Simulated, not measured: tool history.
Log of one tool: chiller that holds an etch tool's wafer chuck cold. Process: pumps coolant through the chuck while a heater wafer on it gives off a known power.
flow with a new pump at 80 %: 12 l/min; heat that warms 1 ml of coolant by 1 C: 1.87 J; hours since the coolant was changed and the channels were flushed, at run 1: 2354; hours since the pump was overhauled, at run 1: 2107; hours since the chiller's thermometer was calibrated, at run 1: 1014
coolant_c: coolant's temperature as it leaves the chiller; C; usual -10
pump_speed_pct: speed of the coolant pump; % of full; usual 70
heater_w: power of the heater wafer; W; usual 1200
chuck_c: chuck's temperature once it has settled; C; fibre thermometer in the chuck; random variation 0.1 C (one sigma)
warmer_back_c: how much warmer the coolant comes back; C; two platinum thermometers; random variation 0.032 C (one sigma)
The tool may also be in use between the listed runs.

run,hour,coolant_c,pump_speed_pct,heater_w,hours since the coolant was changed and the channels were flushed,hours since the pump was overhauled,hours since the chiller's thermometer was calibrated,chuck_c,warmer_back_c
1,0,-10,70,1200,2354,2107,1014,5.6,4.08
2,26.8,-18,70,1200,2381,2134,1041,-2.4,4.06
3,59.9,-18,70,1200,2414,2167,1074,-2.2,4
4,78.9,-18,70,1200,2433,2186,1093,-2.2,4.06
5,100.7,-18,70,1200,2455,2208,1114,-2.2,4.05
6,134.7,-18,70,1200,2489,2242,1148,-2.3,4.04
7,150.1,-18,70,1200,2504,2257,1164,-2.1,4.07
8,174.1,-17,70,1200,2528,2281,1188,-1,4.03
9,209.2,-17,70,1200,2563,2316,1223,-0.9,4.06
10,226.6,-17,70,1200,2581,2334,1240,-0.9,4.08
11,258.9,-10,93,1200,2613,2366,1273,2.1,2.9
12,291.7,-10,93,1200,2646,2399,1305,2,2.92
13,318.6,-10,93,1200,2673,2426,1332,2.4,2.97
14,355.1,-7,70,1200,2709,2462,1369,9.2,4.07
15,371.9,-10,70,1200,2726,2479,1386,6.4,3.98
16,393,-2,80,1371,2747,2500,1407,14.4,4.07
17,417.6,-2,81,1506,2772,2525,1431,15.6,4.37
18,439.9,-4,94,1509,2794,2547,1454,11.2,3.74
19,469.9,-17,94,977,2824,2577,1484,-7,2.4
20,499.5,-15,61,914,2854,2607,1513,-0.4,3.62
21,536.6,0,76,1143,2891,2644,1550,14.4,3.61
22,561,0,86,1272,2915,2668,1575,14.5,3.48
23,580.9,-15,86,1240,2935,2688,1595,-1.2,3.38
24,601.7,-15,86,1240,2956,2709,1615,-1,3.41
25,626.3,-15,62,829,2980,2733,1640,-1.8,3.2
26,648.8,-15,62,975,3003,2756,1662,0.4,3.77
27,665.4,-15,62,975,3020,2772,1679,0.3,3.87
28,698,-10,60,1761,3052,2805,1712,18.7,7.26
29,730.5,-10,60,1761,3085,2838,1744,18.8,7.27

5 ways to go on from here, each from the tool as it stands after run 29. What would each give?
A,762.2,-18,70,1773,3116,2869,1776,?,?
B,762.2,-2,86,1013,3116,2869,1776,?,?
C,762.2,-17,60,638,3116,2869,1776,?,?
D,762.2,-6,81,1200,3116,2869,1776,?,?
E,762.2,-2,70,1200,3116,2869,1776,?,?

run,chuck_c,warmer_back_c
A,6.9,6.14
B,9.7,2.81
C,-6.4,2.6
D,8.6,3.55
E,14.7,4.16
Without the tool's hidden state the same runs would have given:
run,chuck_c,warmer_back_c
A,1,5.51
B,6.9,2.53
C,-8.9,2.33
D,5.1,3.19
E,10.7,3.73

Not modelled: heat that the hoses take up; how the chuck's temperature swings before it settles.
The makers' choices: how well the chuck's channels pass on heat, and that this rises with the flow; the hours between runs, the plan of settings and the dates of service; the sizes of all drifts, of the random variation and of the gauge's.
